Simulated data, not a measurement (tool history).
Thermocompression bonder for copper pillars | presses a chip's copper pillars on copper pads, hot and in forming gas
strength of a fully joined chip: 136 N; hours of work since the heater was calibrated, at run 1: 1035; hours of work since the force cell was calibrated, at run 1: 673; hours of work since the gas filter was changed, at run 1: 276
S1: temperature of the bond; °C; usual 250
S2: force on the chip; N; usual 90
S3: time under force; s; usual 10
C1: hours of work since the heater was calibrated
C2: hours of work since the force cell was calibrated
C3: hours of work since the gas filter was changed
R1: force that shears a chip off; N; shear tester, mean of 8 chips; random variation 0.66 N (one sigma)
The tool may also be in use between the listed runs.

{"run": 1, "hour": 0.0, "S1": 250, "S2": 90, "S3": 10, "C1": 1035, "C2": 673, "C3": 276, "R1": 49}
{"run": 2, "hour": 28.7, "S1": 250, "S2": 90, "S3": 5, "C1": 1055, "C2": 693, "C3": 295, "R1": 37}
{"run": 3, "hour": 72.2, "S1": 250, "S2": 90, "S3": 5, "C1": 1085, "C2": 723, "C3": 325, "R1": 36.4}
{"run": 4, "hour": 108.4, "S1": 250, "S2": 90, "S3": 5, "C1": 1110, "C2": 748, "C3": 350, "R1": 35.1}
{"run": 5, "hour": 150.1, "S1": 250, "S2": 90, "S3": 5, "C1": 1139, "C2": 777, "C3": 379, "R1": 35.9}
{"run": 6, "hour": 170.4, "S1": 250, "S2": 90, "S3": 10, "C1": 1153, "C2": 791, "C3": 393, "R1": 45.9}
{"run": 7, "hour": 202.1, "S1": 227, "S2": 90, "S3": 10, "C1": 1175, "C2": 813, "C3": 415, "R1": 36.1}
{"run": 8, "hour": 232.7, "S1": 227, "S2": 90, "S3": 10, "C1": 1196, "C2": 834, "C3": 436, "R1": 36}
{"hour": 267.1, "done": "forming gas filter changed"}
{"run": 9, "hour": 271.3, "S1": 227, "S2": 90, "S3": 10, "C1": 1222, "C2": 860, "C3": 3, "R1": 39.5}
{"run": 10, "hour": 312.0, "S1": 227, "S2": 90, "S3": 10, "C1": 1250, "C2": 888, "C3": 31, "R1": 38}
{"run": 11, "hour": 341.6, "S1": 241, "S2": 90, "S3": 10, "C1": 1271, "C2": 909, "C3": 51, "R1": 45.5}
{"run": 12, "hour": 382.5, "S1": 241, "S2": 90, "S3": 10, "C1": 1299, "C2": 937, "C3": 80, "R1": 44.7}
{"run": 13, "hour": 410.3, "S1": 249, "S2": 90, "S3": 10, "C1": 1318, "C2": 956, "C3": 99, "R1": 47.8}
{"run": 14, "hour": 454.0, "S1": 250, "S2": 90, "S3": 10, "C1": 1348, "C2": 986, "C3": 129, "R1": 48.6}
{"hour": 461.7, "done": "force cell calibrated"}
{"run": 15, "hour": 487.1, "S1": 250, "S2": 90, "S3": 10, "C1": 1370, "C2": 18, "C3": 151, "R1": 44.7}
{"run": 16, "hour": 525.2, "S1": 225, "S2": 105, "S3": 10, "C1": 1396, "C2": 44, "C3": 177, "R1": 39.4}
{"run": 17, "hour": 550.9, "S1": 263, "S2": 81, "S3": 10, "C1": 1414, "C2": 62, "C3": 195, "R1": 47.8}
{"run": 18, "hour": 580.0, "S1": 263, "S2": 71, "S3": 10, "C1": 1434, "C2": 82, "C3": 215, "R1": 41.8}
{"run": 19, "hour": 603.2, "S1": 250, "S2": 93, "S3": 27, "C1": 1450, "C2": 98, "C3": 231, "R1": 66.9}
{"hour": 607.1, "done": "force cell calibrated, once more"}
{"run": 20, "hour": 625.6, "S1": 243, "S2": 71, "S3": 10, "C1": 1464, "C2": 13, "C3": 245, "R1": 37.6}
{"run": 21, "hour": 651.5, "S1": 243, "S2": 71, "S3": 10, "C1": 1482, "C2": 31, "C3": 263, "R1": 38.3}
{"run": 22, "hour": 682.1, "S1": 243, "S2": 71, "S3": 10, "C1": 1503, "C2": 52, "C3": 284, "R1": 38.2}
{"run": 23, "hour": 707.6, "S1": 243, "S2": 104, "S3": 9, "C1": 1521, "C2": 69, "C3": 302, "R1": 49}
{"run": 24, "hour": 732.3, "S1": 243, "S2": 104, "S3": 9, "C1": 1538, "C2": 86, "C3": 319, "R1": 49.1}
{"run": 25, "hour": 754.0, "S1": 243, "S2": 104, "S3": 9, "C1": 1553, "C2": 101, "C3": 334, "R1": 47.7}
{"run": 26, "hour": 773.8, "S1": 243, "S2": 104, "S3": 9, "C1": 1567, "C2": 115, "C3": 347, "R1": 48.5}
{"run": 27, "hour": 805.0, "S1": 243, "S2": 104, "S3": 9, "C1": 1588, "C2": 137, "C3": 369, "R1": 48}

Forecast each of these 4 alternatives for the next run:
{"run": "A", "hour": 824.6, "S1": 266, "S2": 55, "S3": 18, "C1": 1602, "C2": 150, "C3": 382, "R1": "?"}
{"run": "B", "hour": 824.6, "S1": 221, "S2": 70, "S3": 13, "C1": 1602, "C2": 150, "C3": 382, "R1": "?"}
{"run": "C", "hour": 824.6, "S1": 254, "S2": 63, "S3": 10, "C1": 1602, "C2": 150, "C3": 382, "R1": "?"}
{"run": "D", "hour": 824.6, "S1": 223, "S2": 75, "S3": 6, "C1": 1602, "C2": 150, "C3": 382, "R1": "?"}

run=A R1=48.4
run=B R1=30.4
run=C R1=37.7
run=D R1=23.2
Without the tool's hidden state the same runs would have given:
run=A R1=56.2
run=B R1=35.9
run=C R1=44
run=D R1=27.6
